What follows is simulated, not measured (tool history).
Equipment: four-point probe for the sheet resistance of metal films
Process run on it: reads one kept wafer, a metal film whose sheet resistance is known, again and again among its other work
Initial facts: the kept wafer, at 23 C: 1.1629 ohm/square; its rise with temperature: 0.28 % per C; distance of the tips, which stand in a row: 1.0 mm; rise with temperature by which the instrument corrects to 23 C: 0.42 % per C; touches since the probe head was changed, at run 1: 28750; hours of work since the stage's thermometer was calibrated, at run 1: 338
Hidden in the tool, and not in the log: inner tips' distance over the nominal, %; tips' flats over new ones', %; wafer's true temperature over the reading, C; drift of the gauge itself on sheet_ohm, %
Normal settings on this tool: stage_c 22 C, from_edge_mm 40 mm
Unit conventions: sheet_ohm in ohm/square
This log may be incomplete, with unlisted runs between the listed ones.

run,hour,stage_c,from_edge_mm,touches since the probe head was changed,hours of work since the stage's thermometer was calibrated,sheet_ohm
1,0.0,22,40,28750,338,1.162717
2,8.2,22,40,28967,344,1.162747
3,22.2,21,40,29338,354,1.164430
4,32.7,22,40,29616,361,1.162883
5,50.8,22,40,30093,374,1.163242
6,69.5,22,40,30588,387,1.162702
7,77.6,22,40,30802,393,1.163148
8,95.6,22,40,31278,406,1.162890
9,115.3,22,18,31800,420,1.164525
10,125.0,22,18,32054,426,1.164125
11,137.7,22,18,32391,435,1.164546
12,146.2,22,18,32615,441,1.164518
13,165.3,22,40,33121,455,1.162846
14,173.3,19,40,33333,460,1.167812
15,185.7,19,40,33660,469,1.167639
16,201.6,19,40,34081,480,1.167661
17,213.8,19,40,34404,489,1.168155
18,231.4,19,5,34868,501,1.192253
19,240.6,22,6,35113,508,1.180423
20,254.2,22,6,35473,517,1.179955
21,264.4,22,6,35742,525,1.180014
22,282.1,22,6,36210,537,1.180132
23,296.3,22,6,36585,547,1.180006
24,306.4,30,62,36853,554,1.150687
25,324.5,35,6,37331,567,1.159906
26,340.8,26,68,37761,578,1.156821
27,353.0,33,16,38085,587,1.148991
28,368.7,19,9,38499,598,1.176327
29,384.8,19,18,38925,609,1.170093
30,398.1,29,55,39275,619,1.152168
31,411.9,21,10,39641,629,1.171468
32,428.6,21,10,40082,640,1.171571
33,440.3,21,10,40393,649,1.171263
34,456.5,21,10,40821,660,1.171454
35,465.7,30,26,41063,666,1.151718
36,480.0,30,26,41442,677,1.151915
37,498.8,30,26,41939,690,1.151539
38,512.3,19,16,42295,699,1.170781
39,525.5,23,7,42646,709,1.173985
40,539.9,29,62,43026,719,1.152934
41,559.5,24,18,43544,733,1.162254
42,568.8,24,18,43790,739,1.162751
43,580.6,25,14,44101,747,1.162385
44,594.5,27,30,44470,757,1.156795
45,606.9,19,51,44797,766,1.169343

Consider 3 possible next runs. They are alternatives, not a sequence: every one starts from the tool as it was left by run 45. What does each give?
A,623.9,20,4,45246,778,?
B,623.9,29,10,45246,778,?
C,623.9,22,3,45246,778,?

run,sheet_ohm
A,1.205251
B,1.159277
C,1.229199
Take away the tool's hidden state, keep each run's random variation, and the runs would have read:
run,sheet_ohm
A,1.205849
B,1.159827
C,1.229804
